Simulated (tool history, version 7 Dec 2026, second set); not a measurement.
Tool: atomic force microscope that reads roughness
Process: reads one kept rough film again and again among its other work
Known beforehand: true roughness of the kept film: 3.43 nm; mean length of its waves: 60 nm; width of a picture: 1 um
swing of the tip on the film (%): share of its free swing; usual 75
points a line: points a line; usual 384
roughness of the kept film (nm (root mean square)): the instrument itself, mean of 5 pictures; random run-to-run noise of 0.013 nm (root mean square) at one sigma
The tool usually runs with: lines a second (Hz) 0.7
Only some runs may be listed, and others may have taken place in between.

run    hour  lines a second (Hz)  swing of the tip on the film (%)  points a line  roughness of the kept film (nm (root mean square))
  1       0                  0.7                                75            384                                               3.167
  2    36.2                  0.7                                75            384                                               3.155
  3    69.2                  0.7                                64            384                                               3.229
  4   105.9                  0.7                                75            384                                               3.135
        139  -- new tip fitted
  5     139                  0.7                                75            384                                               3.156
  6   168.4                  0.7                                75            384                                               3.138
  7   209.4                  0.7                                75            384                                                3.15
  8   250.4                  0.7                                75            384                                               3.162
  9   277.6                  0.7                                75            384                                               3.151
      314.3  -- new tip fitted
 10   321.1                  0.7                                66            384                                               3.218
 11   360.1                  0.7                                66            384                                               3.222
 12     389                  0.7                                66            384                                               3.199
 13   408.7                  0.7                                66            384                                               3.225
 14   431.1                  0.7                                79            384                                               3.131
 15   462.5                  0.7                                79            384                                               3.123
      487.4  -- new tip fitted
 16   506.5                  0.7                                79            384                                               3.126
 17   549.4                  0.7                                79            384                                                3.13
 18   587.1                  0.7                                79            384                                               3.134
 19   633.1                  0.7                                79            384                                                3.16
      662.4  -- new tip fitted
 20   664.5                  0.7                                75            384                                                3.15
 21   701.6                  0.7                                75            384                                               3.187
 22   733.7                  0.7                                75            384                                               3.155
 23   754.2                  0.7                                75            384                                               3.167
 24   795.9                  0.7                                75            278                                               3.169
 25   814.9                  0.7                                75            278                                               3.179
      836.1  -- new tip fitted
 26   847.1                  0.7                                75            467                                               3.163
 27   866.5                  1.9                                66            462                                               3.104
 28   891.4                  1.9                                66            462                                               3.109
 29   937.1                0.572                                75            411                                               3.199
 30   976.3                0.572                                75            411                                               3.183
     1011.5  -- new tip fitted
 31  1023.3                  0.7                                80            350                                               3.112
 32  1060.2                  0.7                                80            350                                               3.118
 33  1086.2                  0.7                                80            350                                               3.121

Run 34 is up next; what results do you expect?
 34  1130.8                3.531                                69            841                                                   ?

Run 34 came out at roughness of the kept film (nm (root mean square)) 2.884.
With the hidden condition absent and the run-to-run variation left alone, this run would have shown roughness of the kept film (nm (root mean square)) 2.886.
